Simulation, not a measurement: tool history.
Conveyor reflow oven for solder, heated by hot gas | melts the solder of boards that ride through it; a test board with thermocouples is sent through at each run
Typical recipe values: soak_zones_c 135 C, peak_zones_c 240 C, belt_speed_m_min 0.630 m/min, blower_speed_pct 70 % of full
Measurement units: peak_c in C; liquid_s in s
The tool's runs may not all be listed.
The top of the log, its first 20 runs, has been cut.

{"run": 21, "day": 7.075, "soak_zones_c": 140, "peak_zones_c": 240, "belt_speed_m_min": 0.546, "blower_speed_pct": 70, "peak_c": 227.0, "liquid_s": 56.08}
{"run": 22, "day": 7.462, "soak_zones_c": 140, "peak_zones_c": 240, "belt_speed_m_min": 0.546, "blower_speed_pct": 70, "peak_c": 226.9, "liquid_s": 56.28}
{"run": 23, "day": 7.762, "soak_zones_c": 123, "peak_zones_c": 255, "belt_speed_m_min": 0.619, "blower_speed_pct": 59, "peak_c": 230.4, "liquid_s": 46.72}
{"run": 24, "day": 8.288, "soak_zones_c": 132, "peak_zones_c": 252, "belt_speed_m_min": 0.63, "blower_speed_pct": 70, "peak_c": 231.8, "liquid_s": 48.49}
{"day": 8.458, "done": "thermocouples of zones 6 and 7 changed"}
{"run": 25, "day": 8.679, "soak_zones_c": 144, "peak_zones_c": 238, "belt_speed_m_min": 0.578, "blower_speed_pct": 57, "peak_c": 222.2, "liquid_s": 51.49}
{"run": 26, "day": 9.079, "soak_zones_c": 144, "peak_zones_c": 238, "belt_speed_m_min": 0.578, "blower_speed_pct": 57, "peak_c": 222.2, "liquid_s": 51.48}
{"run": 27, "day": 9.508, "soak_zones_c": 121, "peak_zones_c": 238, "belt_speed_m_min": 0.578, "blower_speed_pct": 64, "peak_c": 220.4, "liquid_s": 44.48}
{"run": 28, "day": 9.9, "soak_zones_c": 128, "peak_zones_c": 240, "belt_speed_m_min": 0.63, "blower_speed_pct": 86, "peak_c": 225.0, "liquid_s": 44.88}
{"run": 29, "day": 10.212, "soak_zones_c": 130, "peak_zones_c": 241, "belt_speed_m_min": 0.63, "blower_speed_pct": 86, "peak_c": 225.8, "liquid_s": 45.83}
{"run": 30, "day": 10.558, "soak_zones_c": 139, "peak_zones_c": 235, "belt_speed_m_min": 0.63, "blower_speed_pct": 86, "peak_c": 221.7, "liquid_s": 46.13}

4 options for the next run, each taken on its own from the tool as it stands now. Forecast them:
{"run": "A", "day": 10.983, "soak_zones_c": 130, "peak_zones_c": 233, "belt_speed_m_min": 0.63, "blower_speed_pct": 53, "peak_c": "?", "liquid_s": "?"}
{"run": "B", "day": 10.983, "soak_zones_c": 150, "peak_zones_c": 235, "belt_speed_m_min": 0.697, "blower_speed_pct": 86, "peak_c": "?", "liquid_s": "?"}
{"run": "C", "day": 10.983, "soak_zones_c": 139, "peak_zones_c": 235, "belt_speed_m_min": 0.63, "blower_speed_pct": 86, "peak_c": "?", "liquid_s": "?"}
{"run": "D", "day": 10.983, "soak_zones_c": 135, "peak_zones_c": 240, "belt_speed_m_min": 0.507, "blower_speed_pct": 63, "peak_c": "?", "liquid_s": "?"}

run=A peak_c=210.8 liquid_s=35.95
run=B peak_c=220.6 liquid_s=43.52
run=C peak_c=221.8 liquid_s=45.94
run=D peak_c=228.0 liquid_s=59.56
The same runs, with their run-to-run variation unchanged, on a tool lacking any hidden condition would have given:
run=A peak_c=211.2 liquid_s=36.24
run=B peak_c=221.1 liquid_s=43.68
run=C peak_c=222.2 liquid_s=46.13
run=D peak_c=228.3 liquid_s=59.66
